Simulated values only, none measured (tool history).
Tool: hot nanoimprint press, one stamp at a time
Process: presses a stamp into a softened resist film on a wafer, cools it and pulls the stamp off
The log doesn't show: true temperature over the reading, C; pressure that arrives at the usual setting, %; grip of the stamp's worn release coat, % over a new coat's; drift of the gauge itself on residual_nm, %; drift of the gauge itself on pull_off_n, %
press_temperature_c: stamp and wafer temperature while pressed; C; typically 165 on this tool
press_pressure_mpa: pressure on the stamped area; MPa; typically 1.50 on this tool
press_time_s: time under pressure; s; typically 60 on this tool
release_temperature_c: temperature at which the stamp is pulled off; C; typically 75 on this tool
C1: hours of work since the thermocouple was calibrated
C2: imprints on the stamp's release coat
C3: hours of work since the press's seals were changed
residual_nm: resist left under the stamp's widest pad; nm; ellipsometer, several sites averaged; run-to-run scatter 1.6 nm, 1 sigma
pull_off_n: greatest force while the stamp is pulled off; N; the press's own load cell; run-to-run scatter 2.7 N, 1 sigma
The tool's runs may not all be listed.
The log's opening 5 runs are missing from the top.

Run 6, day 3.704: usual settings but press_temperature_c 176 C, press_pressure_mpa 1.75 MPa; C1 177; C2 1129; C3 506. Result: residual_nm 119.9 nm, pull_off_n 141 N.
Run 7, day 4.288: usual settings but press_temperature_c 176 C, press_pressure_mpa 1.75 MPa; C1 187; C2 1172; C3 515. Result: residual_nm 118.4 nm, pull_off_n 138 N.
Run 8, day 5.042: usual settings but press_temperature_c 176 C, press_pressure_mpa 1.75 MPa, press_time_s 36 s; C1 199; C2 1228; C3 527. Result: residual_nm 145.2 nm, pull_off_n 140 N.
Run 9, day 5.917: usual settings but press_temperature_c 176 C, press_pressure_mpa 1.75 MPa, press_time_s 36 s; C1 213; C2 1293; C3 541. Result: residual_nm 145.3 nm, pull_off_n 145 N.
Run 10, day 6.488: usual settings; C1 222; C2 1335; C3 550. Result: residual_nm 244.0 nm, pull_off_n 139 N.
Run 11, day 7.300: usual settings; C1 235; C2 1395; C3 563. Result: residual_nm 245.2 nm, pull_off_n 147 N.
Run 12, day 7.996: usual settings; C1 246; C2 1446; C3 574. Result: residual_nm 244.3 nm, pull_off_n 144 N.
Run 13, day 8.725: usual settings but press_pressure_mpa 0.99 MPa; C1 257; C2 1500; C3 586. Result: residual_nm 305.8 nm, pull_off_n 146 N.
Run 14, day 9.308: usual settings but press_temperature_c 176 C; C1 267; C2 1544; C3 595. Result: residual_nm 131.5 nm, pull_off_n 147 N.
Run 15, day 10.196: usual settings; C1 281; C2 1609; C3 609. Result: residual_nm 243.2 nm, pull_off_n 144 N.
Run 16, day 11.088: usual settings; C1 295; C2 1675; C3 623. Result: residual_nm 245.1 nm, pull_off_n 146 N.
At day 11.292: plate thermocouple calibrated.
Run 17, day 11.954: usual settings but press_time_s 72 s, release_temperature_c 63 C; C1 11; C2 1730; C3 635. Result: residual_nm 216.9 nm, pull_off_n 179 N.
Run 18, day 12.808: usual settings but press_time_s 72 s, release_temperature_c 63 C; C1 24; C2 1793; C3 649. Result: residual_nm 219.7 nm, pull_off_n 177 N.
Run 19, day 13.617: usual settings but press_time_s 72 s, release_temperature_c 63 C; C1 37; C2 1853; C3 662. Result: residual_nm 217.4 nm, pull_off_n 173 N.
At day 14.042: plate thermocouple calibrated, once more.
Run 20, day 14.746: usual settings but press_pressure_mpa 2.09 MPa, press_time_s 72 s, release_temperature_c 63 C; C1 11; C2 1927; C3 678. Result: residual_nm 201.5 nm, pull_off_n 179 N.
Run 21, day 15.571: usual settings but press_pressure_mpa 2.09 MPa, press_time_s 96 s, release_temperature_c 63 C; C1 24; C2 1988; C3 691. Result: residual_nm 179.8 nm, pull_off_n 184 N.

What does the tool deliver on the next run?
Run 22, day 16.208: usual settings but press_temperature_c 176 C, press_pressure_mpa 1.48 MPa, press_time_s 117 s, release_temperature_c 81 C; C1 34; C2 2035; C3 701. Result: residual_nm ?, pull_off_n ?.

residual_nm: 105.6 nm
pull_off_n: 148 N
Had the tool carried no hidden state, the very same run would have given residual_nm 102.5 nm, pull_off_n 119 N.

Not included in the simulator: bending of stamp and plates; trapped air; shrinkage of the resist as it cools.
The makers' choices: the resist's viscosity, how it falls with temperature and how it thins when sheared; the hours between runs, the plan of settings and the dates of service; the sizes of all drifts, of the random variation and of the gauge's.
